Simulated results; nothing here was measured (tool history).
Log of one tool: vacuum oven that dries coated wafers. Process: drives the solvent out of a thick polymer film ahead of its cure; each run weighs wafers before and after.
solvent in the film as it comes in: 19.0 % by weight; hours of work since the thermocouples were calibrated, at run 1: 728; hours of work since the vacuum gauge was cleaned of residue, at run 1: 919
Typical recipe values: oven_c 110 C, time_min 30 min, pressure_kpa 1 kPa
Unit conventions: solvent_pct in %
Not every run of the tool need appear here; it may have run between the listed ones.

| run | hour | oven_c | time_min | pressure_kpa | hours of work since the thermocouples were calibrated | hours of work since the vacuum gauge was cleaned of residue | solvent_pct |
|---|---|---|---|---|---|---|---|
| 1 | 0 | 110 | 30 | 1 | 728 | 919 | 1.14 |
| 2 | 86.7 | 110 | 30 | 1 | 787 | 977 | 1.06 |
| 3 | 155.1 | 110 | 30 | 1 | 832 | 1023 | 1.1 |
| 4 | 210.1 | 110 | 30 | 1 | 869 | 1060 | 1.12 |
| 5 | 284.3 | 110 | 30 | 1 | 919 | 1110 | 1.14 |
| 6 | 325.1 | 110 | 30 | 1 | 946 | 1137 | 1.08 |
|  | 341 | oven's thermocouples calibrated |
| 7 | 397.9 | 110 | 30 | 1 | 38 | 1185 | 1.31 |
| 8 | 454.6 | 110 | 30 | 1 | 76 | 1223 | 1.36 |
| 9 | 531.7 | 99 | 30 | 1 | 128 | 1275 | 4.16 |
| 10 | 581.9 | 99 | 30 | 1 | 162 | 1308 | 4.19 |
| 11 | 642.7 | 110 | 30 | 1 | 202 | 1349 | 1.34 |
| 12 | 684.7 | 124 | 30 | 1 | 231 | 1377 | 0.4 |
| 13 | 765.3 | 124 | 30 | 1 | 285 | 1431 | 0.38 |
| 14 | 806.4 | 105 | 30 | 1 | 312 | 1459 | 2.31 |
| 15 | 874.7 | 105 | 30 | 1 | 358 | 1505 | 2.28 |
| 16 | 948.6 | 105 | 30 | 1 | 407 | 1554 | 2.28 |
| 17 | 1006.9 | 110 | 30 | 2.67 | 447 | 1593 | 1.98 |
| 18 | 1075.2 | 110 | 30 | 2.67 | 492 | 1639 | 1.91 |
|  | 1133.2 | vacuum gauge cleaned of residue and calibrated |
| 19 | 1145 | 110 | 20 | 2.67 | 538 | 8 | 2.84 |
| 20 | 1206 | 110 | 38 | 3.47 | 579 | 49 | 1.67 |
| 21 | 1253 | 114 | 19 | 0.56 | 611 | 80 | 1.42 |
| 22 | 1315.9 | 114 | 19 | 0.56 | 653 | 123 | 1.43 |
| 23 | 1387.5 | 114 | 19 | 0.56 | 701 | 171 | 1.43 |
| 24 | 1437.9 | 109 | 43 | 0.58 | 735 | 204 | 0.45 |
| 25 | 1521.2 | 100 | 42 | 2.8 | 790 | 260 | 2.91 |
| 26 | 1578.3 | 118 | 30 | 0.63 | 829 | 299 | 0.29 |
| 27 | 1666.1 | 97 | 30 | 0.63 | 888 | 357 | 4.13 |
| 28 | 1712.1 | 123 | 30 | 2.21 | 919 | 388 | 0.58 |
| 29 | 1760.5 | 123 | 30 | 2.21 | 951 | 421 | 0.61 |
|  | 1766.8 | oven's thermocouples calibrated |
| 30 | 1825 | 120 | 17 | 2.66 | 39 | 463 | 1.58 |
| 31 | 1883.5 | 120 | 17 | 2.66 | 78 | 502 | 1.49 |
| 32 | 1920.8 | 120 | 17 | 2.66 | 103 | 527 | 1.52 |
| 33 | 2005 | 120 | 17 | 2 | 160 | 583 | 1.36 |
| 34 | 2067.4 | 97 | 18 | 1.17 | 202 | 625 | 7.56 |
| 35 | 2142.3 | 97 | 18 | 1.17 | 252 | 675 | 7.5 |
| 36 | 2182.5 | 97 | 18 | 1.17 | 279 | 702 | 7.56 |
| 37 | 2221.8 | 122 | 30 | 0.5 | 305 | 729 | 0.23 |
| 38 | 2266.6 | 100 | 20 | 0.69 | 335 | 759 | 5.59 |

Pick out some run-to-run changes in solvent_pct. Of each, how much would a tool without hidden state show as well, from the settings, what came in and chance, and how much is left for the hidden state and any gauge scatter not in both results compared?
What the log doesn't record here: true wafer temperature over the reading, C; true pressure over the reading, kPa; drift of the gauge itself on solvent_pct, %.
Run 18 -> 19: time_min 30 -> 20, vacuum gauge cleaned of residue and calibrated. solvent_pct +0.93 %: hidden state -0.31, all else +1.24.
Run 26 -> 27: oven_c 118 -> 97. solvent_pct +3.84 %: hidden state -0.32, all else +4.16.
Run 27 -> 28: oven_c 97 -> 123, pressure_kpa 0.63 -> 2.21. solvent_pct -3.55 %: hidden state +0.34, all else -3.89.
Run 33 -> 34: oven_c 120 -> 97, time_min 17 -> 18, pressure_kpa 2 -> 1.17. solvent_pct +6.2 %: hidden state +0.03, all else +6.17.
Run 36 -> 37: oven_c 97 -> 122, time_min 18 -> 30, pressure_kpa 1.17 -> 0.5. solvent_pct -7.33 %: hidden state +0, all else -7.33.
Run 37 -> 38: oven_c 122 -> 100, time_min 30 -> 20, pressure_kpa 0.5 -> 0.69. solvent_pct +5.36 %: hidden state -0.03, all else +5.39.

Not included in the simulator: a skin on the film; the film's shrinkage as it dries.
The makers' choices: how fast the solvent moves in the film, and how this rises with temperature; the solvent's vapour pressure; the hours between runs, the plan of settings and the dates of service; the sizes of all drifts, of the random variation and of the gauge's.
